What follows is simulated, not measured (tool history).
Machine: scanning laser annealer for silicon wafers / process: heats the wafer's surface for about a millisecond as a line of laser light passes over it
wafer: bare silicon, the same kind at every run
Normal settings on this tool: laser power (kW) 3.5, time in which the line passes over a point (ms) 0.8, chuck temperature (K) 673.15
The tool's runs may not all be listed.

run,hour,laser power (kW),time in which the line passes over a point (ms),chuck temperature (K),highest temperature of the surface (K)
1,0,3.5,0.8,673.15,1460.15
2,7.2,3.409,0.8,673.15,1440.15
3,11.6,3.409,0.671,673.15,1376.15
4,17.4,3.5,0.86,673.15,1489.15
5,23.3,3.5,0.8,673.15,1461.15
6,30.7,3.5,0.8,673.15,1462.15
7,37,3.449,0.8,673.15,1447.15
8,46.1,3.449,0.8,673.15,1449.15
9,50.4,3.449,0.8,673.15,1447.15
10,58.6,3.449,0.8,673.15,1445.15
11,63.6,3.666,0.8,673.15,1502.15
12,71.2,3.5,0.8,647.15,1427.15
13,79.9,3.5,0.8,673.15,1458.15
14,88.9,3.5,0.8,673.15,1460.15
15,97.3,3.5,0.8,673.15,1457.15
16,106.3,3.5,0.8,665.15,1448.15
17,115.7,3.5,0.8,665.15,1449.15
18,120.7,3.5,0.8,665.15,1451.15
19,129.8,3.5,0.929,673.15,1516.15
20,137,3.823,0.8,685.15,1552.15
# hour 142.4: optics aligned, line set to its width
21,146.6,3.626,0.8,685.15,1495.15
22,153.2,3.626,0.725,668.15,1447.15
23,159.3,3.626,0.725,668.15,1444.15
24,163.5,3.626,0.725,668.15,1443.15
25,167.8,3.5,0.923,673.15,1510.15
26,174.2,3.519,0.598,673.15,1354.15
27,179.4,3.023,0.611,681.15,1265.15
28,183.4,3.552,0.907,659.15,1500.15
# hour 190.4: optics aligned, line set to its width, once more
29,196.9,3.313,0.858,647.15,1425.15
30,201.4,3.313,0.858,647.15,1425.15
31,209.4,3.404,0.641,694.15,1394.15
32,216.1,3.5,0.868,710.15,1542.15
33,221.5,3.138,0.934,689.15,1451.15
34,229.8,3.5,0.587,687.15,1377.15
35,235.1,3.5,0.587,687.15,1378.15
36,241.9,3.102,0.944,633.15,1388.15

Hidden state or all else? Some run-to-run changes of highest temperature of the surface (K), split into what the settings, what came in and random variation would give without the hidden state, and what is left for the hidden state (with any gauge scatter that isn't in both results):
The hidden state here: light that passes the window, % of a clean one's; laser's true power over the reading, %; width of the line over the set one, %; drift of the gauge itself on peak_c, C.
Run 25 -> 26: laser power (kW) 3.5 -> 3.519, time in which the line passes over a point (ms) 0.923 -> 0.598. highest temperature of the surface (K) -156: hidden state +6, all else -162.
Run 27 -> 28: laser power (kW) 3.023 -> 3.552, time in which the line passes over a point (ms) 0.611 -> 0.907, chuck temperature (K) 681.15 -> 659.15. highest temperature of the surface (K) +235: hidden state -12, all else +247.
Run 28 -> 29: laser power (kW) 3.552 -> 3.313, time in which the line passes over a point (ms) 0.907 -> 0.858, chuck temperature (K) 659.15 -> 647.15, optics aligned, line set to its width, once more. highest temperature of the surface (K) -75: hidden state +25, all else -100.
Run 31 -> 32: laser power (kW) 3.404 -> 3.5, time in which the line passes over a point (ms) 0.641 -> 0.868, chuck temperature (K) 694.15 -> 710.15. highest temperature of the surface (K) +148: hidden state -2, all else +150.
